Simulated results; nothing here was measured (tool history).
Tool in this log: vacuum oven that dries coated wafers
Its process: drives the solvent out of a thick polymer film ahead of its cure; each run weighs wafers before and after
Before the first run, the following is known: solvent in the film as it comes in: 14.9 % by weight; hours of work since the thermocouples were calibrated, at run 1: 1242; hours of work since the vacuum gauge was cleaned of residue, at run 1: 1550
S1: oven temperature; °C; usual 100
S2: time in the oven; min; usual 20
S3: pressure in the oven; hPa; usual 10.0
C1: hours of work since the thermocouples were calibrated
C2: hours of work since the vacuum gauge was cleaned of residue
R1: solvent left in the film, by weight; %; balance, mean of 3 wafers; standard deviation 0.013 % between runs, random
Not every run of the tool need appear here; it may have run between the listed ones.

run    hour   S1  S2    S3    C1    C2    R1
  1     0.0  100  20  10.0  1242  1550  2.97
       11.8  -- oven's thermocouples calibrated
  2    37.3  100  20  10.0    19  1577  3.72
  3    96.5  100  20  17.2    65  1622  3.98
  4   131.5  100  20  17.2    92  1649  3.97
  5   159.8  100  20  17.2   113  1671  3.99
  6   206.9  100  20  17.2   149  1707  3.97
  7   257.7  100  28  10.0   188  1745  2.45
  8   312.0  100  28  10.0   229  1787  2.46
  9   360.0  100  28  10.0   266  1824  2.42
 10   428.8  100  28  10.0   319  1876  2.43
 11   491.2  114  20  10.0   366  1924  1.01
 12   548.8  100  20  10.0   410  1968  3.63
 13   593.3  100  20   7.2   444  2002  3.47
 14   623.7  100  20   7.2   468  2025  3.51
 15   674.7  100  20   7.2   507  2064  3.49
 16   742.1  100  20  10.0   558  2116  3.61
 17   774.3   90  20  10.0   583  2140  6.34
 18   802.9   90  20  10.0   605  2162  6.32
 19   862.3  100  20  13.0   650  2208  3.68
 20   902.9  100  20  13.0   681  2239  3.69
      926.2  -- vacuum gauge cleaned of residue and calibrated
 21   956.9  100  20  13.0   721    23  3.39
 22   984.8  100  20  13.0   743    45  3.37
 23  1015.3  100  20  13.0   766    68  3.38
 24  1048.4  101  14  30.6   791    93  5.13
 25  1082.0  101  14   7.7   817   119  4.40
 26  1150.7  104  21  13.4   869   172  2.24
 27  1193.9  100  20  14.8   903   205  3.38
 28  1223.7   96  34  14.8   925   227  2.45
 29  1257.8   97  17   9.7   951   253  4.67
 30  1292.6   97  17   9.7   978   280  4.67
 31  1334.9  102  20  10.0  1010   312  2.72
 32  1370.7   90  20  10.0  1038   340  5.91
 33  1426.1  102  15   6.5  1080   382  3.69
 34  1458.6  102  34  23.4  1105   407  1.70
 35  1507.4  100  17   5.2  1142   444  3.66
 36  1551.5   96  28  20.1  1176   478  3.28
 37  1615.7   96  28  20.1  1225   527  3.25
     1649.7  -- oven's thermocouples calibrated
 38  1685.5   96  20  20.1    27   579  4.95
 39  1738.4   96  20  20.1    68   619  4.89
 40  1805.4   96  20  20.1   119   671  4.95
 41  1856.7  110  15   7.7   158   710  2.15
 42  1908.1  100  13   7.6   197   749  5.18
 43  1968.6  100  13   7.6   244   795  5.17
 44  2025.3  107  18   7.8   287   839  2.12
 45  2089.0  100  19  10.0   336   887  3.63
 46  2151.6   87  34  15.6   384   935  5.09

Below, each run's measurement less what the same run would have read without the hidden state. Both values contain the same run-to-run variation, but the gauge's scatter may not be the same in both:
Unlogged tool condition in this case: true wafer temperature over the reading, C; true pressure over the reading, kPa; drift of the gauge itself on solvent_pct, %.
run     R1
  1  -0.40
  2  +0.36
  3  +0.34
  4  +0.34
  5  +0.34
  6  +0.33
  7  +0.32
  8  +0.31
  9  +0.31
 10  +0.30
 11  +0.19
 12  +0.26
 13  +0.25
 14  +0.25
 15  +0.23
 16  +0.23
 17  +0.25
 18  +0.23
 19  +0.20
 20  +0.19
 21  -0.10
 22  -0.11
 23  -0.11
 24  -0.13
 25  -0.13
 26  -0.11
 27  -0.14
 28  -0.12
 29  -0.17
 30  -0.18
 31  -0.15
 32  -0.19
 33  -0.20
 34  -0.09
 35  -0.21
 36  -0.19
 37  -0.21
 38  +0.13
 39  +0.11
 40  +0.11
 41  +0.07
 42  +0.06
 43  +0.05
 44  +0.05
 45  +0.04
 46  +0.07

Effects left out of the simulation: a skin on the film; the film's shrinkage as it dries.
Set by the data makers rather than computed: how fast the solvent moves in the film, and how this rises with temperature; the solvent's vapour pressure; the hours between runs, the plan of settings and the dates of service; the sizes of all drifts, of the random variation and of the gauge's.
